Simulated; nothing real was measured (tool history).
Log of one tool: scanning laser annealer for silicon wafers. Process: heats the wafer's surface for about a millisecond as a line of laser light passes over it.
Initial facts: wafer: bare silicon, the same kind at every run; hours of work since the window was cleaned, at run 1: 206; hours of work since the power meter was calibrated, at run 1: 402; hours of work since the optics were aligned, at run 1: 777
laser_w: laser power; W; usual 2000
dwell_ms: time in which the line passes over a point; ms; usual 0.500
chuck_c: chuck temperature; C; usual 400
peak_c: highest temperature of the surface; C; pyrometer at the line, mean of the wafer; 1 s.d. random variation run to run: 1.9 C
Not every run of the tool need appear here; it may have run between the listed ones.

run     day  laser_w  dwell_ms  chuck_c  hours of work since the window was cleaned  hours of work since the power meter was calibrated  hours of work since the optics were aligned  peak_c
  1   0.000     2000     0.500      400                                         206                                                 402                                          777    1182
  2   0.658     2000     0.500      400                                         214                                                 410                                          785    1186
  3   1.288     2000     0.380      400                                         221                                                 417                                          792    1077
  4   2.608     2000     0.500      400                                         236                                                 432                                          807    1180
  5   3.508     2000     0.500      400                                         247                                                 442                                          817    1182
  6   4.283     2000     0.500      400                                         256                                                 451                                          826    1181
  7   5.083     2000     0.471      400                                         265                                                 460                                          835    1153
  8   5.996     2000     0.471      400                                         275                                                 471                                          846    1154
  9   6.788     2000     0.471      371                                         284                                                 480                                          855    1125
 10   7.675     1794     0.471      371                                         294                                                 490                                          865    1024
 11   8.458     1794     0.471      371                                         303                                                 499                                          874    1027
 12   9.371     1794     0.471      371                                         314                                                 509                                          885    1023
 13  10.500     1794     0.471      371                                         327                                                 522                                          898    1026
 14  11.904     1794     0.471      371                                         343                                                 539                                          914    1024
 15  13.383     2000     0.500      400                                         360                                                 556                                          931    1169
     14.662  -- optics aligned, line set to its width
 16  14.812     2000     0.500      400                                         374                                                 570                                            2    1179
 17  15.904     2000     0.500      400                                         387                                                 582                                           14    1180
 18  17.279     2000     0.500      396                                         402                                                 598                                           30    1175
 19  18.388     2000     0.500      396                                         415                                                 610                                           43    1171
 20  19.312     2000     0.500      396                                         426                                                 621                                           53    1172
 21  20.383     2000     0.500      433                                         438                                                 633                                           66    1209
 22  21.312     1832     0.603      392                                         449                                                 644                                           76    1158
 23  22.425     1910     0.436      400                                         461                                                 657                                           89    1081
 24  23.333     2177     0.589      360                                         472                                                 667                                           99    1304
 25  24.679     2028     0.350      407                                         487                                                 683                                          115    1058
 26  25.383     2000     0.500      438                                         495                                                 691                                          123    1210
 27  26.675     1821     0.508      363                                         510                                                 706                                          138    1054
 28  28.188     2000     0.500      388                                         527                                                 723                                          155    1153
 29  28.896     1735     0.500      388                                         536                                                 731                                          163    1029
 30  29.979     1735     0.500      388                                         548                                                 743                                          176    1027
 31  31.304     2104     0.500      363                                         563                                                 759                                          191    1182
 32  31.967     2000     0.381      391                                         571                                                 766                                          199    1058
 33  33.138     1790     0.378      423                                         584                                                 780                                          212     996
 34  33.929     1790     0.378      423                                         593                                                 789                                          221     994
 35  34.908     1821     0.408      363                                         605                                                 800                                          232     973
 36  35.575     1821     0.514      363                                         612                                                 808                                          240    1049
 37  36.721     2000     0.500      409                                         625                                                 821                                          253    1168
 38  37.471     2147     0.429      400                                         634                                                 829                                          262    1170
 39  38.108     2147     0.429      400                                         641                                                 837                                          269    1174
 40  39.571     2000     0.564      435                                         658                                                 854                                          286    1246

3 ways to go on from here, each from the tool as it stands after run 40. What would each give?
  A  40.238     1938     0.500      371                                         666                                                 861                                          293       ?
  B  40.238     2000     0.459      400                                         666                                                 861                                          293       ?
  C  40.238     2000     0.583      400                                         666                                                 861                                          293       ?

run  peak_c
  A    1097
  B    1125
  C    1221
Without the tool's hidden state the same runs would have given:
run  peak_c
  A    1142
  B    1171
  C    1272
